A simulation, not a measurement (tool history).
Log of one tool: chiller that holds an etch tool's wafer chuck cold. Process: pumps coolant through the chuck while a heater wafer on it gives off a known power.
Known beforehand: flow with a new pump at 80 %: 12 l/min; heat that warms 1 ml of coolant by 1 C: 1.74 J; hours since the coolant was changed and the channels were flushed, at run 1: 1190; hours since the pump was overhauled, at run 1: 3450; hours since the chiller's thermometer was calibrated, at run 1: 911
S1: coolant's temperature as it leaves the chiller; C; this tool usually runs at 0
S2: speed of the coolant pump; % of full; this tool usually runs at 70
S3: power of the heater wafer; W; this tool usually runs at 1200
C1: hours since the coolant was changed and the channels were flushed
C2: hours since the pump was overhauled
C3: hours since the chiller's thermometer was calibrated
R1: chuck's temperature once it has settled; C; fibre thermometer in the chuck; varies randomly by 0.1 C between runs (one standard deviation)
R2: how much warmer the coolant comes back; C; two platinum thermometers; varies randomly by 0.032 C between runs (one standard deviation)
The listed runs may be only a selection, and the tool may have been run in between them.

run 1 hour=0 | S1=0 S2=70 S3=1200 | C1=1190 C2=3450 C3=911 | R1=9.6 R2=4.05
run 2 hour=50.2 | S1=0 S2=70 S3=1200 | C1=1240 C2=3500 C3=961 | R1=9.7 R2=4.1
run 3 hour=93.9 | S1=0 S2=70 S3=1200 | C1=1284 C2=3544 C3=1005 | R1=9.5 R2=4.02
run 4 hour=144.7 | S1=0 S2=70 S3=1200 | C1=1335 C2=3595 C3=1056 | R1=9.6 R2=4.12
run 5 hour=197.6 | S1=0 S2=70 S3=1200 | C1=1388 C2=3648 C3=1109 | R1=9.7 R2=4.09
run 6 hour=272.9 | S1=0 S2=70 S3=1200 | C1=1463 C2=3723 C3=1184 | R1=9.5 R2=4.14
run 7 hour=354.8 | S1=0 S2=70 S3=1200 | C1=1545 C2=3805 C3=1266 | R1=9.5 R2=4.08
run 8 hour=439.6 | S1=0 S2=70 S3=1200 | C1=1630 C2=3890 C3=1351 | R1=9.8 R2=4.1
run 9 hour=484.9 | S1=0 S2=70 S3=1200 | C1=1675 C2=3935 C3=1396 | R1=9.4 R2=4.08
run 10 hour=578 | S1=0 S2=70 S3=1200 | C1=1768 C2=4028 C3=1489 | R1=9.6 R2=4.07
run 11 hour=663.9 | S1=0 S2=70 S3=1200 | C1=1854 C2=4114 C3=1575 | R1=9.8 R2=4.22
run 12 hour=735.4 | S1=0 S2=80 S3=769 | C1=1925 C2=4185 C3=1647 | R1=5.4 R2=2.29
run 13 hour=816.8 | S1=-9 S2=67 S3=1200 | C1=2007 C2=4267 C3=1728 | R1=1.1 R2=4.3
run 14 hour=863.6 | S1=5 S2=60 S3=600 | C1=2054 C2=4314 C3=1775 | R1=10.5 R2=2.44
-- hour=873.5 chiller's thermometer calibrated
run 15 hour=929.5 | S1=-8 S2=60 S3=1200 | C1=2118 C2=4378 C3=56 | R1=3 R2=4.86
run 16 hour=1028.2 | S1=3 S2=77 S3=771 | C1=2217 C2=4477 C3=155 | R1=8.5 R2=2.4
run 17 hour=1109.9 | S1=3 S2=77 S3=771 | C1=2299 C2=4559 C3=236 | R1=8.4 R2=2.38
-- hour=1142.6 chiller's thermometer calibrated, once more
run 18 hour=1186.4 | S1=-5 S2=77 S3=771 | C1=2374 C2=4634 C3=44 | R1=0.8 R2=2.39
run 19 hour=1227.5 | S1=6 S2=77 S3=852 | C1=2415 C2=4675 C3=85 | R1=12.6 R2=2.62
run 20 hour=1320.5 | S1=6 S2=77 S3=852 | C1=2508 C2=4768 C3=178 | R1=12.6 R2=2.69
run 21 hour=1421.2 | S1=6 S2=77 S3=852 | C1=2609 C2=4869 C3=279 | R1=12.7 R2=2.68
run 22 hour=1502 | S1=-2 S2=70 S3=1200 | C1=2690 C2=4950 C3=359 | R1=8.2 R2=4.14

Consider 5 possible next runs. They are alternatives, not a sequence: every one starts from the tool as it was left by run 22. What does each give?
run A hour=1552.3 | S1=-8 S2=71 S3=1001 | C1=2740 C2=5000 C3=410 | R1=? R2=?
run B hour=1552.3 | S1=-2 S2=76 S3=1379 | C1=2740 C2=5000 C3=410 | R1=? R2=?
run C hour=1552.3 | S1=-6 S2=70 S3=1366 | C1=2740 C2=5000 C3=410 | R1=? R2=?
run D hour=1552.3 | S1=5 S2=60 S3=1269 | C1=2740 C2=5000 C3=410 | R1=? R2=?
run E hour=1552.3 | S1=-3 S2=81 S3=1061 | C1=2740 C2=5000 C3=410 | R1=? R2=?

run=A R1=0.4 R2=3.38
run=B R1=8.6 R2=4.4
run=C R1=5.3 R2=4.72
run=D R1=17.2 R2=5.14
run=E R1=4.8 R2=3.18
With the hidden condition removed and each run's random variation left untouched, the same runs would have given:
run=A R1=-0.3 R2=3.23
run=B R1=7.6 R2=4.2
run=C R1=4.3 R2=4.51
run=D R1=16.1 R2=4.91
run=E R1=4.1 R2=3.04

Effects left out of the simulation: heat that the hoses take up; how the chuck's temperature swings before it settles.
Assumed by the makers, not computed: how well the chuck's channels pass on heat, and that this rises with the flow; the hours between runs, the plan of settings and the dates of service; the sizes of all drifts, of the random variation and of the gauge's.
